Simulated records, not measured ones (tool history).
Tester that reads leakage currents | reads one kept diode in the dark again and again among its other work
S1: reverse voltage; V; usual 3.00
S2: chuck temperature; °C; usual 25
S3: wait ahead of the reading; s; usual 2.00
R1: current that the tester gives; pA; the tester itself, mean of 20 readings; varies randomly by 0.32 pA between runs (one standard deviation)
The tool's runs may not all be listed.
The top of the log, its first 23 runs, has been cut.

run    hour     S1  S2    S3       R1
 24   669.7   6.12  54  2.53  1517.35
 25   703.8  14.04  51  1.23  1691.21
 26   747.0   2.15  24  8.93    83.53
 27   784.8  19.56  34  0.31   505.95
 28   808.5   1.04  22  0.97    52.43
 29   832.3   1.04  22  0.97    52.39
 30   857.4   3.00  39  2.85   350.38
 31   881.1   3.00  30  2.00   163.40
 32   898.8   3.00  30  2.00   163.64
 33   933.0   3.00  28  2.00   137.00
 34   959.0  19.74  30  1.38   351.96
 35   994.4   3.00  25  3.22   104.89
     1017.7  -- chuck's temperature calibrated
 36  1023.5   3.00  29  2.00   150.37
 37  1059.0   3.00  29  2.00   150.49
 38  1098.2  19.26  25  4.16   221.32
 39  1117.2   3.00  46  7.07   620.20
 40  1149.1  18.15  25  2.00   216.47

What if the next run were any one of these 4? Each begins from the tool's condition after run 40:
  A  1179.6  10.15  33  6.08   ?
  B  1179.6  18.15  30  0.62   ?
  C  1179.6   5.57  24  2.00   ?
  D  1179.6   6.68  43  2.00   ?

run      R1
  A  345.80
  B  345.13
  C  123.40
  D  669.48
Without the tool's hidden state the same runs would have given:
run      R1
  A  345.74
  B  345.01
  C  123.37
  D  669.46
